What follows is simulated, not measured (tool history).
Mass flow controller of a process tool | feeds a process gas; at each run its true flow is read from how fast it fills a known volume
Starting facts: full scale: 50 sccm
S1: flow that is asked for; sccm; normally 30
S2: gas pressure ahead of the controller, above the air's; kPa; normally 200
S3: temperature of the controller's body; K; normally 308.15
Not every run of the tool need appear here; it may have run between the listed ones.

Run 1, hour 0.0: usual settings. Result: true flow (%) 99.06.
Run 2, hour 114.0: usual settings but S1 16 sccm. Result: true flow (%) 98.80.
Run 3, hour 213.3: usual settings. Result: true flow (%) 99.11.
Run 4, hour 324.7: usual settings. Result: true flow (%) 99.05.
Run 5, hour 408.7: usual settings. Result: true flow (%) 99.05.
Run 6, hour 546.9: usual settings. Result: true flow (%) 98.98.
Run 7, hour 617.7: usual settings but S2 164 kPa. Result: true flow (%) 99.11.
Run 8, hour 686.9: usual settings. Result: true flow (%) 99.11.
Run 9, hour 781.0: usual settings. Result: true flow (%) 99.07.
Run 10, hour 851.2: usual settings. Result: true flow (%) 99.14.
Run 11, hour 979.6: usual settings. Result: true flow (%) 99.16.
Run 12, hour 1064.5: usual settings. Result: true flow (%) 99.13.
Run 13, hour 1126.9: usual settings. Result: true flow (%) 99.12.
Run 14, hour 1199.0: usual settings. Result: true flow (%) 99.05.
Run 15, hour 1339.9: usual settings but S1 16 sccm, S2 151 kPa, S3 294.15 K. Result: true flow (%) 99.63.
Run 16, hour 1459.6: usual settings but S1 16 sccm, S2 151 kPa, S3 294.15 K. Result: true flow (%) 99.67.
Run 17, hour 1611.5: usual settings but S1 5 sccm, S2 256 kPa, S3 298.15 K. Result: true flow (%) 101.17.
Run 18, hour 1691.1: usual settings but S1 5 sccm, S2 256 kPa, S3 298.15 K. Result: true flow (%) 101.34.
Run 19, hour 1757.1: usual settings but S1 5 sccm, S2 256 kPa, S3 298.15 K. Result: true flow (%) 101.28.

Run 20 has not been measured yet. What should we expect?
Run 20, hour 1888.8: usual settings but S1 5 sccm, S2 256 kPa, S3 298.15 K. Result: true flow (%) ?.

{"run 20": {"true flow (%)": 101.33}}
With no hidden state in the tool, this same run would have given true flow (%) 98.69.

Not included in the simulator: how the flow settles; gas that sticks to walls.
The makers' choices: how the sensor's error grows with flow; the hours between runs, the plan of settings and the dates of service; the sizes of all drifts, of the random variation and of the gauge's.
